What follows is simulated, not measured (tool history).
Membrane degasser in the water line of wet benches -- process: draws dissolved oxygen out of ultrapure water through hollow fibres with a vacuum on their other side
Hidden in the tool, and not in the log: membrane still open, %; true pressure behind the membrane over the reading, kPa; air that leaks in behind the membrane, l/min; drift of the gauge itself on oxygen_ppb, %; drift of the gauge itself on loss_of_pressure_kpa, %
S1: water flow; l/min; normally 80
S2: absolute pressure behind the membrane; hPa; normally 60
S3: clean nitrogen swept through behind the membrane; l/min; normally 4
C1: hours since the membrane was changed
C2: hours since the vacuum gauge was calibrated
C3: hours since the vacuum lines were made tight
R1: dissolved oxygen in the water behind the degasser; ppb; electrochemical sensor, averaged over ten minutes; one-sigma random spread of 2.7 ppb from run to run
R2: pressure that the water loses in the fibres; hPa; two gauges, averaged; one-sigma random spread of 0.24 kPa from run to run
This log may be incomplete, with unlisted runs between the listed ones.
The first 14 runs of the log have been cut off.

run,day,S1,S2,S3,C1,C2,C3,R1,R2
15,133.379,80,55.8,1.66,13615,1405,7125,360.7,620.4
16,145.821,80,55.8,1.66,13913,1704,7424,359.6,618.2
17,156.892,78,47.1,1.66,14179,1970,7690,274,604.2
18,168.154,78,47.1,1.66,14449,2240,7960,281.8,600.6
19,181.758,60,46.5,4,14776,2567,8286,133.1,464.2
20,187.508,60,46.5,4,14914,2705,8424,132.2,459.7
21,197.975,82,60,4.05,15165,2956,8676,279.4,629.2
22,204.175,82,60,4.05,15314,3105,8824,279,628.2
23,214.2,80,60,4.8,15554,3345,9065,253.9,608
24,220.929,116,94.4,6.89,15716,3507,9227,520.1,892.7
# day 222.292: vacuum gauge calibrated
25,233.646,89,66.2,2.81,16020,272,9531,399.2,679.6
26,244.296,89,66.2,2.81,16276,528,9787,400.3,678.8
27,254.942,89,66.2,2.81,16532,784,10042,404.1,679.8
28,262.921,78,78.4,8.1,16723,975,10234,247.6,601.3
29,274.829,80,46.7,6.54,17009,1261,10520,193.5,613.7
30,288.333,59,59.3,6.54,17333,1585,10844,138.4,447.4
31,301.096,102,134.1,4.29,17639,1891,11150,723,777.1
# day 309.904: gauge calibrated
32,311.488,102,36,4.29,17889,2141,11399,267,796.4

Predict each of these 3 candidate next runs independently; none follows another, all start after run 32:
A,324.567,80,70.8,4,18203,2455,11713,?,?
B,324.567,124,107.8,2.18,18203,2455,11713,?,?
C,324.567,106,46.8,6.47,18203,2455,11713,?,?

run,R1,R2
A,317.4,623.8
B,1021.4,962.2
C,312.7,828.4
Without the tool's unlogged condition, the same runs would have read:
run,R1,R2
A,316.4,623.5
B,1019.9,961.7
C,311.3,828

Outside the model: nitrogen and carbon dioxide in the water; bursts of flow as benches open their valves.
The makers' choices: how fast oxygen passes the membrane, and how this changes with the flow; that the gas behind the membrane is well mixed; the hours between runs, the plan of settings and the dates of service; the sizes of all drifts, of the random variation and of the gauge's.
